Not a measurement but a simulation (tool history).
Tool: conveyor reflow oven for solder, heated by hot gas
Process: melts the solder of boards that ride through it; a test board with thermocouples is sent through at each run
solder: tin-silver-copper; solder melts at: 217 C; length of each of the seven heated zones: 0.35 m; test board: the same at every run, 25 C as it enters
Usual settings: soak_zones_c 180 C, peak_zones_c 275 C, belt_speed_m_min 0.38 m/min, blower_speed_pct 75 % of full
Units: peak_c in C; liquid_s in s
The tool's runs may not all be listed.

run 1 hour=0 | soak_zones_c=180 peak_zones_c=275 belt_speed_m_min=0.38 blower_speed_pct=75 | peak_c=263.9 liquid_s=100.5
run 2 hour=13.5 | soak_zones_c=180 peak_zones_c=275 belt_speed_m_min=0.38 blower_speed_pct=75 | peak_c=265.3 liquid_s=99.1
run 3 hour=26.2 | soak_zones_c=180 peak_zones_c=275 belt_speed_m_min=0.38 blower_speed_pct=75 | peak_c=264.1 liquid_s=97.9
run 4 hour=43.5 | soak_zones_c=180 peak_zones_c=275 belt_speed_m_min=0.38 blower_speed_pct=75 | peak_c=263.3 liquid_s=98
run 5 hour=56.9 | soak_zones_c=180 peak_zones_c=275 belt_speed_m_min=0.38 blower_speed_pct=75 | peak_c=265.3 liquid_s=99.1
run 6 hour=67.9 | soak_zones_c=180 peak_zones_c=275 belt_speed_m_min=0.38 blower_speed_pct=75 | peak_c=264.7 liquid_s=99.2
run 7 hour=89 | soak_zones_c=180 peak_zones_c=275 belt_speed_m_min=0.38 blower_speed_pct=75 | peak_c=263.6 liquid_s=99.3
run 8 hour=110.9 | soak_zones_c=180 peak_zones_c=275 belt_speed_m_min=0.38 blower_speed_pct=75 | peak_c=264.2 liquid_s=98.3
-- hour=116.6 belt drive overhauled, speed set with a stopwatch
run 9 hour=129.1 | soak_zones_c=192 peak_zones_c=267 belt_speed_m_min=0.38 blower_speed_pct=86 | peak_c=258.6 liquid_s=103
run 10 hour=153.6 | soak_zones_c=192 peak_zones_c=267 belt_speed_m_min=0.38 blower_speed_pct=86 | peak_c=258.8 liquid_s=101.8
run 11 hour=166.9 | soak_zones_c=180 peak_zones_c=270 belt_speed_m_min=0.319 blower_speed_pct=86 | peak_c=263.8 liquid_s=117.7
-- hour=196.2 belt drive overhauled, speed set with a stopwatch, once more
run 12 hour=197.1 | soak_zones_c=180 peak_zones_c=286 belt_speed_m_min=0.38 blower_speed_pct=53 | peak_c=268.8 liquid_s=100.1
run 13 hour=217.6 | soak_zones_c=180 peak_zones_c=286 belt_speed_m_min=0.38 blower_speed_pct=53 | peak_c=268.8 liquid_s=99.7
run 14 hour=235.1 | soak_zones_c=175 peak_zones_c=278 belt_speed_m_min=0.328 blower_speed_pct=87 | peak_c=269.8 liquid_s=116.1
run 15 hour=252 | soak_zones_c=185 peak_zones_c=285 belt_speed_m_min=0.406 blower_speed_pct=87 | peak_c=273.2 liquid_s=98.1

The same runs without the tool's hidden state, with the same run-to-run variation:
The hidden state here: heat that the gas passes to the board, % of a clean oven's; belt's true speed, % of the reading; true gas temperature in zones 6 and 7 over the reading, C; drift of the gauge itself on peak_c, C; drift of the gauge itself on liquid_s, %.
run=1 peak_c=265.5 liquid_s=100.9
run=2 peak_c=267 liquid_s=99.6
run=3 peak_c=265.8 liquid_s=98.4
run=4 peak_c=265.2 liquid_s=98.5
run=5 peak_c=267.3 liquid_s=99.7
run=6 peak_c=266.7 liquid_s=99.8
run=7 peak_c=265.7 liquid_s=100
run=8 peak_c=266.4 liquid_s=99.1
run=9 peak_c=260.7 liquid_s=103.5
run=10 peak_c=261 liquid_s=102.3
run=11 peak_c=266 liquid_s=118.3
run=12 peak_c=271.5 liquid_s=102
run=13 peak_c=271.7 liquid_s=101.6
run=14 peak_c=272.6 liquid_s=118
run=15 peak_c=276.6 liquid_s=99.5
